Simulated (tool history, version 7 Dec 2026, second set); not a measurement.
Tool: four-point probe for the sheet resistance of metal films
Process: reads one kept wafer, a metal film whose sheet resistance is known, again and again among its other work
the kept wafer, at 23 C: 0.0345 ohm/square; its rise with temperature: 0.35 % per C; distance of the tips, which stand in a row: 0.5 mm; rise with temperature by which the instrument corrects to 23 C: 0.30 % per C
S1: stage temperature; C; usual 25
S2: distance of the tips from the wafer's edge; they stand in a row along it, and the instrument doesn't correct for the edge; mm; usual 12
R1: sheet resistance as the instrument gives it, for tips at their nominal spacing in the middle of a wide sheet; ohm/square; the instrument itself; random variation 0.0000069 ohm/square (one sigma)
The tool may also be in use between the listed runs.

Run 1, day 0.000: usual settings. Result: R1 0.034571 ohm/square.
Run 2, day 3.275: usual settings. Result: R1 0.034569 ohm/square.
Run 3, day 6.338: usual settings. Result: R1 0.034562 ohm/square.
Run 4, day 9.450: usual settings. Result: R1 0.034568 ohm/square.
Run 5, day 13.321: usual settings. Result: R1 0.034558 ohm/square.
Run 6, day 16.504: usual settings. Result: R1 0.034569 ohm/square.
At day 19.883: stage's thermometer calibrated.
Run 7, day 19.992: usual settings. Result: R1 0.034573 ohm/square.
Run 8, day 22.262: usual settings. Result: R1 0.034568 ohm/square.
Run 9, day 24.725: usual settings. Result: R1 0.034577 ohm/square.
Run 10, day 26.988: usual settings. Result: R1 0.034570 ohm/square.
Run 11, day 29.212: usual settings. Result: R1 0.034583 ohm/square.
Run 12, day 31.171: usual settings. Result: R1 0.034560 ohm/square.
Run 13, day 33.054: usual settings but S2 9 mm. Result: R1 0.034598 ohm/square.
Run 14, day 36.904: usual settings but S2 9 mm. Result: R1 0.034594 ohm/square.
Run 15, day 38.983: usual settings but S1 19 C. Result: R1 0.034471 ohm/square.
Run 16, day 40.996: usual settings but S1 19 C. Result: R1 0.034462 ohm/square.
Run 17, day 43.512: usual settings but S1 19 C. Result: R1 0.034475 ohm/square.
Run 18, day 47.000: usual settings but S1 19 C, S2 20 mm. Result: R1 0.034453 ohm/square.
Run 19, day 48.646: usual settings but S1 26 C, S2 31 mm. Result: R1 0.034560 ohm/square.
Run 20, day 52.183: usual settings but S1 30 C, S2 60 mm. Result: R1 0.034619 ohm/square.
Run 21, day 55.058: usual settings but S2 6 mm. Result: R1 0.034665 ohm/square.
Run 22, day 57.125: usual settings but S1 30 C. Result: R1 0.034636 ohm/square.
Run 23, day 61.004: usual settings but S2 35 mm. Result: R1 0.034545 ohm/square.
Run 24, day 63.779: usual settings but S2 35 mm. Result: R1 0.034541 ohm/square.
Run 25, day 66.488: usual settings but S1 31 C, S2 9 mm. Result: R1 0.034674 ohm/square.
Run 26, day 68.488: usual settings but S1 32 C, S2 34 mm. Result: R1 0.034654 ohm/square.
Run 27, day 70.871: usual settings but S1 35 C, S2 21 mm. Result: R1 0.034699 ohm/square.
Run 28, day 73.796: usual settings but S1 29 C, S2 16 mm. Result: R1 0.034612 ohm/square.
Run 29, day 77.138: usual settings but S1 29 C, S2 16 mm. Result: R1 0.034608 ohm/square.
Run 30, day 79.283: usual settings but S1 23 C, S2 32 mm. Result: R1 0.034504 ohm/square.
Run 31, day 81.225: usual settings but S1 32 C, S2 18 mm. Result: R1 0.034656 ohm/square.
Run 32, day 83.308: usual settings but S1 34 C, S2 10 mm. Result: R1 0.034723 ohm/square.
At day 83.617: new probe head fitted.
Run 33, day 86.925: usual settings but S1 21 C, S2 75 mm. Result: R1 0.034470 ohm/square.

3 ways to go on from here, each from the tool as it stands after run 33. What would each give?
Run A, day 88.629: usual settings but S1 29 C, S2 10 mm. Result: R1 ?.
Run B, day 88.629: usual settings. Result: R1 ?.
Run C, day 88.629: usual settings but S1 27 C, S2 59 mm. Result: R1 ?.

run        R1
  A  0.034641
  B  0.034550
  C  0.034556
Without the tool's hidden state the same runs would have given:
run        R1
  A  0.034645
  B  0.034554
  C  0.034560

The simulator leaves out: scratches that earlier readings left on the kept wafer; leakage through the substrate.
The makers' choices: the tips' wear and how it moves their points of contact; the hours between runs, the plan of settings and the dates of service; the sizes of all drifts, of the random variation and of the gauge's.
